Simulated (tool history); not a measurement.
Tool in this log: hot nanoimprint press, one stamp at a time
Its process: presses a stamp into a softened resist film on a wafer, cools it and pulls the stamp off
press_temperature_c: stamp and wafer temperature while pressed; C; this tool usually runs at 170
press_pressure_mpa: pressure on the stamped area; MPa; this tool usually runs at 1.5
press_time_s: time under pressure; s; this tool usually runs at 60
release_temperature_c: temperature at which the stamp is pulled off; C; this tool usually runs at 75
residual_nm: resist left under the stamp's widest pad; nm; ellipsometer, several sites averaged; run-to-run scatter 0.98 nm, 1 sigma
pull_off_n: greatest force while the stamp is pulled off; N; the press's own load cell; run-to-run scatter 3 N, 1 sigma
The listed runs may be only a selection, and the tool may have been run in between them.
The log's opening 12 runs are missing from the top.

run,hour,press_temperature_c,press_pressure_mpa,press_time_s,release_temperature_c,residual_nm,pull_off_n
13,215.6,170,0.95,60,75,180.4,174
14,235.1,170,1.52,60,75,152.5,173
15,252.6,170,1.5,60,60,155.2,238
16,267.1,170,1.5,60,60,153.9,243
17,287,166,1.38,60,75,187.5,180
18,304.2,166,1.74,60,62,174.8,241
# hour 311: plate thermocouple calibrated
19,322.7,166,1.74,60,62,170.5,238
20,342.1,164,1.74,60,78,187.6,169
21,353.7,164,1.74,77,78,169,166
22,371.1,164,1.74,77,78,171.5,170
23,382.1,163,2.03,72,78,173.7,167
# hour 399.1: press's hydraulic seals changed and the load cell set to zero
24,410.5,173,1.5,60,67,127.4,222
25,423.6,169,1.04,99,75,147.3,185
26,435.3,170,1.5,37,75,175,181
27,447.3,182,1.5,60,62,81.7,243
28,469.9,182,1.5,60,62,81.6,250
29,484.1,164,1.5,86,66,171.8,232
30,507.8,164,1.5,86,66,175.2,235

Forecast each of these 3 alternatives for the next run:
A,520.2,164,0.99,110,77,?,?
B,520.2,162,0.98,60,75,?,?
C,520.2,164,1.5,86,64,?,?

run,residual_nm,pull_off_n
A,181.9,171
B,232.1,184
C,172.6,234
Stripped of hidden state, with their random variation kept, the same runs would have yielded:
run,residual_nm,pull_off_n
A,179.6,129
B,230.2,139
C,170.3,177
